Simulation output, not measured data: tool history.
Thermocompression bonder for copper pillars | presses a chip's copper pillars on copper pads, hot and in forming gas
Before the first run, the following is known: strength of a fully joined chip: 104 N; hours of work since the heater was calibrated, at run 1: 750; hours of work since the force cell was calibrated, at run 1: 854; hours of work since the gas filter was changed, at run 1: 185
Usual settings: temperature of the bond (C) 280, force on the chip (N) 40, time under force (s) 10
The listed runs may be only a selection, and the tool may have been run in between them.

| run | hour | temperature of the bond (C) | force on the chip (N) | time under force (s) | hours of work since the heater was calibrated | hours of work since the force cell was calibrated | hours of work since the gas filter was changed | force that shears a chip off (N) |
|---|---|---|---|---|---|---|---|---|
| 1 | 0.0 | 280 | 40 | 10 | 750 | 854 | 185 | 55.9 |
| 2 | 74.5 | 280 | 26 | 10 | 785 | 888 | 220 | 39.1 |
| 3 | 121.8 | 280 | 26 | 10 | 807 | 910 | 241 | 38.5 |
|  | 199.8 | forming gas filter changed |
| 4 | 207.6 | 280 | 26 | 14 | 846 | 950 | 4 | 47.6 |
| 5 | 279.9 | 280 | 26 | 14 | 880 | 983 | 37 | 47.2 |
| 6 | 317.4 | 280 | 26 | 14 | 897 | 1000 | 54 | 47.2 |
| 7 | 374.5 | 280 | 26 | 14 | 923 | 1027 | 81 | 47.4 |
| 8 | 419.0 | 280 | 40 | 10 | 944 | 1047 | 101 | 58.2 |
| 9 | 468.2 | 280 | 40 | 10 | 967 | 1070 | 124 | 58.3 |
|  | 549.1 | heater calibrated with a thermocouple chip |
| 10 | 554.7 | 280 | 40 | 10 | 3 | 1109 | 163 | 49.4 |
| 11 | 629.4 | 280 | 40 | 10 | 37 | 1144 | 198 | 49.9 |
| 12 | 696.8 | 280 | 40 | 8 | 68 | 1175 | 229 | 45.6 |
| 13 | 738.9 | 280 | 40 | 8 | 88 | 1194 | 248 | 45.7 |
|  | 804.8 | forming gas filter changed |
| 14 | 818.4 | 280 | 40 | 8 | 124 | 1231 | 6 | 49.6 |
| 15 | 903.9 | 280 | 40 | 8 | 164 | 1270 | 46 | 49.6 |
| 16 | 991.0 | 280 | 40 | 8 | 204 | 1310 | 86 | 48.9 |
| 17 | 1048.6 | 291 | 60 | 10 | 231 | 1337 | 113 | 77.2 |
| 18 | 1091.4 | 299 | 29 | 27 | 250 | 1357 | 132 | 71.2 |
| 19 | 1181.8 | 280 | 30 | 6 | 292 | 1399 | 174 | 34.5 |
| 20 | 1233.7 | 280 | 52 | 7 | 316 | 1423 | 198 | 56.2 |
| 21 | 1296.6 | 276 | 41 | 12 | 345 | 1452 | 227 | 53.3 |
| 22 | 1366.1 | 276 | 43 | 12 | 377 | 1484 | 259 | 54.8 |
|  | 1410.9 | forming gas filter changed |
| 23 | 1447.0 | 283 | 40 | 17 | 415 | 1521 | 17 | 68.5 |
| 24 | 1489.6 | 283 | 40 | 17 | 434 | 1541 | 36 | 68.0 |
| 25 | 1529.7 | 302 | 33 | 16 | 453 | 1559 | 55 | 72.2 |
| 26 | 1604.8 | 302 | 33 | 16 | 487 | 1594 | 90 | 72.7 |
| 27 | 1652.9 | 306 | 33 | 22 | 510 | 1616 | 112 | 79.7 |
| 28 | 1738.0 | 306 | 33 | 22 | 549 | 1655 | 151 | 79.8 |
| 29 | 1817.7 | 281 | 53 | 17 | 586 | 1692 | 188 | 75.8 |
| 30 | 1860.7 | 303 | 40 | 13 | 606 | 1712 | 208 | 74.7 |
| 31 | 1904.5 | 303 | 40 | 13 | 626 | 1732 | 228 | 74.1 |
| 32 | 1969.0 | 255 | 33 | 23 | 656 | 1762 | 258 | 43.8 |

4 ways to go on from here, each from the tool as it stands after run 32. What would each give?
|  | 2011.5 | forming gas filter changed |
| A | 2011.5 | 263 | 28 | 23 | 675 | 1782 | 0 | ? |
|  | 2011.5 | forming gas filter changed |
| B | 2011.5 | 280 | 40 | 10 | 675 | 1782 | 0 | ? |
|  | 2011.5 | forming gas filter changed |
| C | 2011.5 | 263 | 33 | 23 | 675 | 1782 | 0 | ? |
|  | 2011.5 | forming gas filter changed |
| D | 2011.5 | 255 | 58 | 23 | 675 | 1782 | 0 | ? |

| run | force that shears a chip off (N) |
|---|---|
| A | 46.7 |
| B | 59.4 |
| C | 53.7 |
| D | 71.0 |
The same runs, with their run-to-run variation unchanged, on a tool lacking any hidden condition would have given:
| run | force that shears a chip off (N) |
|---|---|
| A | 39.1 |
| B | 51.3 |
| C | 45.4 |
| D | 61.9 |
